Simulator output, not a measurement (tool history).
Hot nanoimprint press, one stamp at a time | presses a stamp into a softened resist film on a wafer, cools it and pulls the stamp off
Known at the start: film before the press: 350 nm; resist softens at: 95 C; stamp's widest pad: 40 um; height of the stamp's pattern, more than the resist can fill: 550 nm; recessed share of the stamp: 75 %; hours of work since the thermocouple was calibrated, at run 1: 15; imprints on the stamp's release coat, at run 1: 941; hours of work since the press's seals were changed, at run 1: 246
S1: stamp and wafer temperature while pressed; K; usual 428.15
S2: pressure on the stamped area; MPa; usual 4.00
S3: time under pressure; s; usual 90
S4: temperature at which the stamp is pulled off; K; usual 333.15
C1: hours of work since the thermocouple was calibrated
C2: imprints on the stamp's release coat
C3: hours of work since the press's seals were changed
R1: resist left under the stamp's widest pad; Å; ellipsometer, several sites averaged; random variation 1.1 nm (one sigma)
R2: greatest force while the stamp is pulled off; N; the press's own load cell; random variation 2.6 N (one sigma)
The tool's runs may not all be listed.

run     day      S1    S2   S3      S4  C1    C2   C3    R1   R2
  1   0.000  428.15  4.00   90  333.15  15   941  246  1593  145
  2   0.600  428.15  4.00   90  333.15  22   986  253  1590  143
  3   1.567  438.15  4.00   90  333.15  32  1058  263  1098  147
  4   2.112  438.15  4.00   90  333.15  38  1099  269  1091  146
  5   2.938  438.15  4.00   90  333.15  47  1161  278  1098  152
  6   3.408  428.15  4.00  156  333.15  52  1196  283  1303  157
  7   4.350  428.15  4.00  156  333.15  62  1266  293  1312  159
  8   4.792  428.15  4.00   90  333.15  66  1300  298  1578  156
  9   5.554  428.15  4.00   90  333.15  75  1357  306  1601  159
 10   6.021  428.15  4.00   90  319.15  80  1391  311  1582  188
 11   6.462  428.15  4.00   90  326.15  84  1424  316  1578  176
 12   7.392  428.15  4.00   90  326.15  94  1494  326  1599  177
      7.600  -- plate thermocouple calibrated
 13   8.079  428.15  4.00   90  326.15   5  1536  332  1608  173
 14   8.529  429.15  3.87   51  322.15  10  1569  337  1893  187
 15   9.496  431.15  4.14  137  337.15  20  1641  347  1207  160
 16  10.175  420.15  4.14   63  337.15  28  1692  354  2353  163

The next listed run, before its measurement:
     11.025  -- plate thermocouple calibrated, once more
 17  11.238  439.15  4.00  68  333.15   2  1762  364   ?   ?

Run 17 gave R1 1165 Å, R2 172 N.
Without the tool's hidden state the same run would have given R1 1145 Å, R2 118 N.
